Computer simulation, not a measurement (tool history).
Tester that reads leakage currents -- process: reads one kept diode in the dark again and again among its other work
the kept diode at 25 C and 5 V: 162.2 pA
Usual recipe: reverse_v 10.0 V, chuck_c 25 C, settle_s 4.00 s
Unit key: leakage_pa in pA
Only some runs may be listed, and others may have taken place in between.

run,hour,reverse_v,chuck_c,settle_s,leakage_pa
1,0.0,10.0,25,4.00,235.26
2,15.2,10.0,25,7.40,235.57
3,40.0,10.0,25,7.40,236.54
4,58.6,10.0,25,0.40,240.54
5,81.2,10.0,25,0.40,239.44
6,96.2,10.0,25,0.40,240.13
7,123.3,10.0,25,4.00,236.23
8,154.8,10.0,25,4.00,235.43
9,181.4,10.0,25,4.00,235.62
10,195.9,10.0,25,4.00,236.64
11,218.8,10.0,25,4.00,234.81
12,245.9,4.5,25,0.43,157.48
13,264.0,4.5,25,0.43,158.22
14,286.2,4.5,25,0.43,157.66
15,306.6,4.5,25,0.43,157.95

What does the tool deliver on the next run?
16,330.0,1.4,59,0.43,?

For run 16 the tool returned leakage_pa 1034.21 pA.
The same run, on a tool lacking any hidden state, would have yielded leakage_pa 1041.66 pA.

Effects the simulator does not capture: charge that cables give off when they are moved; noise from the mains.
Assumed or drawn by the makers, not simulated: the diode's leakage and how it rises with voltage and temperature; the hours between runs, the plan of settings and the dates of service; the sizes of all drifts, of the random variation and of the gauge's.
